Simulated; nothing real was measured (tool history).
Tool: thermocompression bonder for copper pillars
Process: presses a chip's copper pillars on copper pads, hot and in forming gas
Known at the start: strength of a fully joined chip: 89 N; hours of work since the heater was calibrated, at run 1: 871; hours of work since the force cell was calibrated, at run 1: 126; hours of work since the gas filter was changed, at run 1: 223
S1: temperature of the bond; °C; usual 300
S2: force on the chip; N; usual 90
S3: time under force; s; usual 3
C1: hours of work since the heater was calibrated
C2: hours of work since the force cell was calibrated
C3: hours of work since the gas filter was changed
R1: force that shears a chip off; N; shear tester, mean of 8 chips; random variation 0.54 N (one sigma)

run 1 hour=0 | S1=300 S2=90 S3=3 | C1=871 C2=126 C3=223 | R1=42.8
run 2 hour=12.9 | S1=300 S2=90 S3=3 | C1=878 C2=132 C3=229 | R1=42.6
run 3 hour=23.6 | S1=300 S2=90 S3=3 | C1=883 C2=138 C3=235 | R1=42.4
run 4 hour=32.5 | S1=300 S2=90 S3=3 | C1=888 C2=142 C3=239 | R1=43.5
run 5 hour=39.5 | S1=300 S2=90 S3=3 | C1=891 C2=146 C3=242 | R1=41.7
run 6 hour=48 | S1=298 S2=90 S3=3 | C1=895 C2=150 C3=247 | R1=41.6
run 7 hour=61.1 | S1=288 S2=90 S3=3 | C1=902 C2=156 C3=253 | R1=38.2
run 8 hour=67.7 | S1=288 S2=90 S3=3 | C1=905 C2=160 C3=256 | R1=37.8
run 9 hour=73.5 | S1=317 S2=90 S3=3 | C1=908 C2=163 C3=259 | R1=48.4
run 10 hour=83.8 | S1=317 S2=90 S3=3 | C1=913 C2=168 C3=265 | R1=49.8
run 11 hour=94 | S1=317 S2=116 S3=3 | C1=918 C2=173 C3=270 | R1=56.4
run 12 hour=107.3 | S1=300 S2=90 S3=5 | C1=925 C2=179 C3=276 | R1=50.2
run 13 hour=120.1 | S1=300 S2=90 S3=2 | C1=931 C2=186 C3=283 | R1=36.6
run 14 hour=130.3 | S1=300 S2=90 S3=3 | C1=936 C2=191 C3=288 | R1=42.7
run 15 hour=138.8 | S1=300 S2=90 S3=3 | C1=941 C2=195 C3=292 | R1=43.2
run 16 hour=144.3 | S1=300 S2=90 S3=3 | C1=943 C2=198 C3=295 | R1=41.9
run 17 hour=155.3 | S1=302 S2=90 S3=3 | C1=949 C2=203 C3=300 | R1=43.2

Forecast run 18:
run 18 hour=161.2 | S1=300 S2=107 S3=6 | C1=952 C2=206 C3=303 | R1=?

Run 18 gave R1 57.9 N.
Without the tool's hidden state the same run would have given R1 65.2 N.

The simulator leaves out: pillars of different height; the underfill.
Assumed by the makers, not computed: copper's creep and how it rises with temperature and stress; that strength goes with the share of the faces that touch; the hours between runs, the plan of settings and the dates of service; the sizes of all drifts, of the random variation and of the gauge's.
